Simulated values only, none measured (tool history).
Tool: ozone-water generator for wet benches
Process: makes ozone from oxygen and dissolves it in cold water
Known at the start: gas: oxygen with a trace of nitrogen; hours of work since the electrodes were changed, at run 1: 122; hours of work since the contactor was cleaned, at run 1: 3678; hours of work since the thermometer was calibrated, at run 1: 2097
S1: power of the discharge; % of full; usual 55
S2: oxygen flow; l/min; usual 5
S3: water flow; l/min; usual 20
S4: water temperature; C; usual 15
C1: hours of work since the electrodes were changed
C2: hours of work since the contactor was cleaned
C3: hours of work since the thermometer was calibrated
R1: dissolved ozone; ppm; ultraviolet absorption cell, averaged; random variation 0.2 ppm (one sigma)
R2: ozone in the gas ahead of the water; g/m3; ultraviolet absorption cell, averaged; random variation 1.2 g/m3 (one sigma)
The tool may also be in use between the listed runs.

run,hour,S1,S2,S3,S4,C1,C2,C3,R1,R2
1,0,55,5,20,15,122,3678,2097,27.9,228.6
2,155.8,66,5,20,15,220,3775,2195,30.9,250.9
3,384.9,55,5,20,15,363,3919,2338,27.9,228.3
4,514.7,55,5,20,15,444,4000,2420,27.9,228.6
5,650.8,55,5,20,15,530,4085,2505,28.3,231.7
6,796,55,5,20,15,621,4176,2596,27.9,229.4
7,1029.4,55,5,20,15,767,4323,2742,27.8,227.9
8,1235.8,55,5,20,15,896,4452,2872,27.5,229.5
9,1440,55,5,20,18,1024,4580,2999,27,232.5
10,1542.8,55,5,20,15,1089,4644,3064,28.1,231.5
11,1765.8,55,5,20,15,1228,4784,3204,27.6,231.4
12,1962.5,55,5,20,15,1352,4907,3327,27.8,232.5
13,2147,55,5,20,15,1467,5023,3443,27.8,233.2
# hour 2272: contactor cleaned
14,2318.9,55,5,20,15,1572,29,3548,27.8,231.6
15,2448.3,55,5,20,15,1653,110,3629,27.9,229.5
16,2603.1,55,5,20,15,1750,207,3726,27.8,232.8
17,2783.1,55,2.78,20,15,1863,320,3839,26.2,321
# hour 2818.2: water thermometer calibrated
18,2987.4,55,6.92,28,15,1991,448,106,21.3,196.2
19,3126.7,55,6.92,28,15,2078,535,193,21.4,195.9
20,3291.3,47,3.73,22,11,2181,638,296,23.8,249.4
21,3492.1,47,3.73,22,11,2307,764,422,23.6,251.6
# hour 3611.1: gauge calibrated
22,3719.2,55,5.84,25,15,2449,906,565,23.5,210.7
23,3926,47,2.95,25,15,2579,1036,694,19.3,279.9
24,4071.2,47,2.95,25,15,2670,1127,785,19.7,277.4
25,4266.2,47,2.95,25,15,2792,1249,907,19.8,281
26,4488.3,55,6.41,16,15,2931,1388,1046,33,200.8
27,4716.3,55,6.41,16,15,3074,1531,1189,32.7,201.1

Forecast each of these 4 alternatives for the next run:
A,4826.3,82,5,19,8,3143,1600,1258,?,?
B,4826.3,55,5.67,13,13,3143,1600,1258,?,?
C,4826.3,55,4.82,20,15,3143,1600,1258,?,?
D,4826.3,55,5,19,15,3143,1600,1258,?,?

run,R1,R2
A,39.4,287.3
B,39.1,215.1
C,28,234.5
D,29,229.8
Without the tool's hidden state the same runs would have given:
run,R1,R2
A,39.4,284.6
B,39.1,213
C,28,232.3
D,29,227.6

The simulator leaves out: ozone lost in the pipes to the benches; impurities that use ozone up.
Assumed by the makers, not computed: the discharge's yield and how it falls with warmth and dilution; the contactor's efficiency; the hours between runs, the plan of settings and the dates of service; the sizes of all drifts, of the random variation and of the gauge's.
